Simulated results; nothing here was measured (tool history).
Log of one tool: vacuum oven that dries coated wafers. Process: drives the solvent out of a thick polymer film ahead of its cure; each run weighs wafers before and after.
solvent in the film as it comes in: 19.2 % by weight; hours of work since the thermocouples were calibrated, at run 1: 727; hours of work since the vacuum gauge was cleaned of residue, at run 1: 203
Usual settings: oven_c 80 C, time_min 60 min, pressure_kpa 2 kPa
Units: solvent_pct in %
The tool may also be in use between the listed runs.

run	hour	oven_c	time_min	pressure_kpa	hours of work since the thermocouples were calibrated	hours of work since the vacuum gauge was cleaned of residue	solvent_pct
1	0	80	60	2	727	203	2.23
2	12.6	80	60	2	733	208	2.2
3	24	80	60	2	737	213	2.19
4	35.5	80	60	2	742	217	2.22
5	43.5	80	60	2	746	221	2.22
6	56.8	80	60	2	751	226	2.23
7	67.4	80	60	2	755	231	2.17
8	78.6	90	60	2	760	235	0.42
9	86.3	80	86	2	763	239	1.12
10	94.8	80	86	2	767	242	1.08
11	101.3	80	35	2	770	245	4.78
12	110.2	80	35	2	773	249	4.78
13	117.4	80	35	2	776	252	4.8
14	130.5	80	35	2	782	257	4.81
15	141.6	80	35	2	786	262	4.87
16	154.2	80	35	2	792	267	4.76
17	164.2	80	35	2	796	271	4.73
18	174.7	80	63	2	800	276	2.04
# hour 177.8: oven's thermocouples calibrated
19	185.5	80	60	2	3	279	2.09
20	194.2	80	60	2	7	283	2.19
21	203.3	80	60	2	11	287	2.09
# hour 213: oven's thermocouples calibrated, once more
22	215.7	80	60	2	1	291	2.41
23	223.2	80	60	2	4	294	2.33
24	234.2	80	60	2	9	299	2.38
25	245.7	80	60	4.5	14	304	2.75
26	253.2	68	82	1.43	17	307	5.64
27	265.4	81	33	6.72	22	312	5.54
28	277.6	80	76	5.34	27	317	2.11
29	290.4	80	76	5.34	32	322	2.12
30	298.5	83	76	7.83	36	326	1.86
31	307.1	71	34	1.66	39	329	9.03
32	315.7	75	89	2	43	333	2.39
33	328.4	85	89	4.34	48	338	0.82
34	336	94	44	7.15	51	341	1
35	346.3	94	44	1.01	56	346	0.36
36	356.4	85	35	1	60	350	2.88
37	362.2	78	53	2	62	352	3.64
38	369.2	78	53	2	65	355	3.67
39	377.4	81	78	2	69	358	1.19
40	387.9	87	96	2	73	363	0.35
41	396.8	80	95	2.06	77	367	0.99
42	409.2	80	95	2.06	82	372	0.96
43	417.5	80	61	2.06	85	375	2.33
44	428.8	80	61	2.06	90	380	2.26
45	438.7	91	35	2.8	94	384	1.35
46	451	80	37	2	99	389	4.64

Some steps in solvent_pct between neighbouring runs. How much of each would the tool show without its hidden state too (settings, what came in, random variation), and how much is left for the hidden state, with any gauge scatter that isn't in both results?
The hidden state here: true wafer temperature over the reading, C; true pressure over the reading, kPa; drift of the gauge itself on solvent_pct, %.
Run 7 -> 8: oven_c 80 -> 90. solvent_pct -1.75 %: hidden state +0.23, all else -1.98.
Run 10 -> 11: time_min 86 -> 35. solvent_pct +3.7 %: hidden state -0.23, all else +3.93.
Run 21 -> 22: oven's thermocouples calibrated, once more. solvent_pct +0.32 %: hidden state +0.24, all else +0.08.
Run 30 -> 31: oven_c 83 -> 71, time_min 76 -> 34, pressure_kpa 7.83 -> 1.66. solvent_pct +7.17 %: hidden state -0.12, all else +7.29.
Run 31 -> 32: oven_c 71 -> 75, time_min 34 -> 89, pressure_kpa 1.66 -> 2. solvent_pct -6.64 %: hidden state +0.05, all else -6.69.
